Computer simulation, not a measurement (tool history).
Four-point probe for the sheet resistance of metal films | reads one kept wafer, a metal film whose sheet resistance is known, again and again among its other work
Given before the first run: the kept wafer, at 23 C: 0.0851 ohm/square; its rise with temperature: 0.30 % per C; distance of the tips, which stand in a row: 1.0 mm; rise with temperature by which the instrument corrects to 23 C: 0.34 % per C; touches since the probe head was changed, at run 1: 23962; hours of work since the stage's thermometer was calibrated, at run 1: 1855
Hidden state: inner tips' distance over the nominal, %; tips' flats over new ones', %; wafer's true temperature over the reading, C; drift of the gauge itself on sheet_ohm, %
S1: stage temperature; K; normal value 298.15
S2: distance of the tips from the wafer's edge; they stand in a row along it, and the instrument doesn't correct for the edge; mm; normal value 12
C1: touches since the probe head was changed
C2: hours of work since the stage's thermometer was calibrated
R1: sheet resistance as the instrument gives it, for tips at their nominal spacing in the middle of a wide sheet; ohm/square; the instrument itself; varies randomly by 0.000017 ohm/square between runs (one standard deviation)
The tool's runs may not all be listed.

run   hour      S1  S2     C1    C2        R1
  1    0.0  298.15  12  23962  1855  0.085187
  2   10.8  298.15  12  24398  1862  0.085187
  3   21.5  298.15  12  24833  1870  0.085180
  4   35.3  298.15  12  25394  1880  0.085181
  5   44.4  298.15  12  25762  1886  0.085154
  6   59.1  298.15  12  26356  1896  0.085138
  7   77.8  298.15  30  27115  1909  0.084859
  8   88.7  298.15   5  27556  1917  0.086598
  9  101.4  302.15  12  28073  1926  0.085001
 10  117.1  298.15  12  28709  1937  0.085121
 11  126.4  298.15  12  29084  1943  0.085163
 12  145.7  298.15  12  29868  1957  0.085137
 13  155.3  293.15  12  30257  1964  0.085300
 14  174.2  298.15   9  31021  1977  0.085389
 15  194.3  298.15   9  31838  1991  0.085368
 16  203.2  305.15   9  32198  1997  0.085134
 17  217.7  305.15   9  32785  2007  0.085145
 18  229.3  299.15   9  33255  2015  0.085332
 19  246.5  299.15   9  33955  2028  0.085345
 20  261.5  299.15   9  34562  2038  0.085328
 21  280.4  299.15  12  35329  2051  0.085061
 22  295.8  299.15  12  35952  2062  0.085058
 23  311.5  302.15   5  36590  2073  0.086423
 24  330.0  302.15   5  37340  2086  0.086439
 25  347.0  298.15   5  38027  2098  0.086584
 26  360.0  295.15  13  38554  2107  0.085152
 27  379.8  295.15  13  39358  2121  0.085167
 28  391.5  295.15  13  39831  2129  0.085161
 29  406.4  295.15  13  40435  2140  0.085090
 30  424.7  292.15  11  41179  2153  0.085352
 31  433.2  292.15  11  41522  2158  0.085306
 32  443.8  302.15  32  41952  2166  0.084659
 33  461.2  294.15  32  42658  2178  0.084897
 34  472.1  294.15  32  43100  2186  0.084920
 35  493.2  295.15  32  43955  2201  0.084892
 36  511.4  302.15   5  44691  2213  0.086390
 37  523.0  293.15   5  45163  2221  0.086679
 38  536.6  293.15   5  45713  2231  0.086709
 39  550.9  291.15  55  46294  2241  0.084965
 40  567.6  291.15  55  46972  2253  0.084954
 41  580.0  291.15  55  47471  2261  0.084973
 42  593.4  291.15  55  48016  2271  0.084969
 43  607.5  291.15  55  48589  2281  0.084969
 44  616.3  306.15  55  48943  2287  0.084480

Each row is a separate what-if for the run after 44, all from the same tool condition, not one after another. Results?
  A  632.9  306.15   5  49616  2298   ?
  B  632.9  296.15  55  49616  2298   ?
  C  632.9  306.15   6  49616  2298   ?

run        R1
  A  0.086227
  B  0.084785
  C  0.085696
Without the tool's hidden state the same runs would have given:
run        R1
  A  0.086551
  B  0.085108
  C  0.086018
